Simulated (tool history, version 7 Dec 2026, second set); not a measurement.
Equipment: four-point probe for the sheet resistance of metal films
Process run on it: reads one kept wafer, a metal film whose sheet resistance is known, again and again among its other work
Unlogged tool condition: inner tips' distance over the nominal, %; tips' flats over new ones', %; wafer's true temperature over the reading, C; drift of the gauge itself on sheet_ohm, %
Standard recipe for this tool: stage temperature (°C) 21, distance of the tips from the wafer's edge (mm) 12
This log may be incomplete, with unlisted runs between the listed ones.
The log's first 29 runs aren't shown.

run     day  stage temperature (°C)  distance of the tips from the wafer's edge (mm)  touches since the probe head was changed  hours of work since the stage's thermometer was calibrated  sheet resistance as the instrument gives it (ohm/square)
 30  17.017                      31                                               30                                     28016                                                         874                                                  3.271137
 31  17.792                      31                                               30                                     28484                                                         886                                                  3.270643
 32  18.288                      31                                               30                                     28781                                                         893                                                  3.270784
 33  18.962                      25                                                5                                     29189                                                         903                                                  3.291314
 34  19.529                      25                                                5                                     29529                                                         911                                                  3.290155
 35  20.275                      32                                                7                                     29979                                                         921                                                  3.278746
 36  21.012                      24                                                3                                     30421                                                         932                                                  3.321504
 37  21.408                      30                                               74                                     30661                                                         938                                                  3.271244
 38  21.838                      24                                               34                                     30920                                                         944                                                  3.274120
 39  22.562                      18                                               14                                     31356                                                         954                                                  3.278029
 40  23.175                      33                                                6                                     31724                                                         963                                                  3.283095
 41  23.754                      23                                                4                                     32074                                                         972                                                  3.301178
 42  24.367                      28                                                6                                     32441                                                         980                                                  3.284172
 43  25.042                      29                                               10                                     32848                                                         990                                                  3.276814

Run 44 comes next. What will it give?
 44  25.454                      29                                               10                                     33096                                                         996                                                         ?

{"run 44": {"sheet resistance as the instrument gives it (ohm/square)": 3.277313}}
Minus the tool's unlogged condition, the same run would have read sheet resistance as the instrument gives it (ohm/square) 3.291457.

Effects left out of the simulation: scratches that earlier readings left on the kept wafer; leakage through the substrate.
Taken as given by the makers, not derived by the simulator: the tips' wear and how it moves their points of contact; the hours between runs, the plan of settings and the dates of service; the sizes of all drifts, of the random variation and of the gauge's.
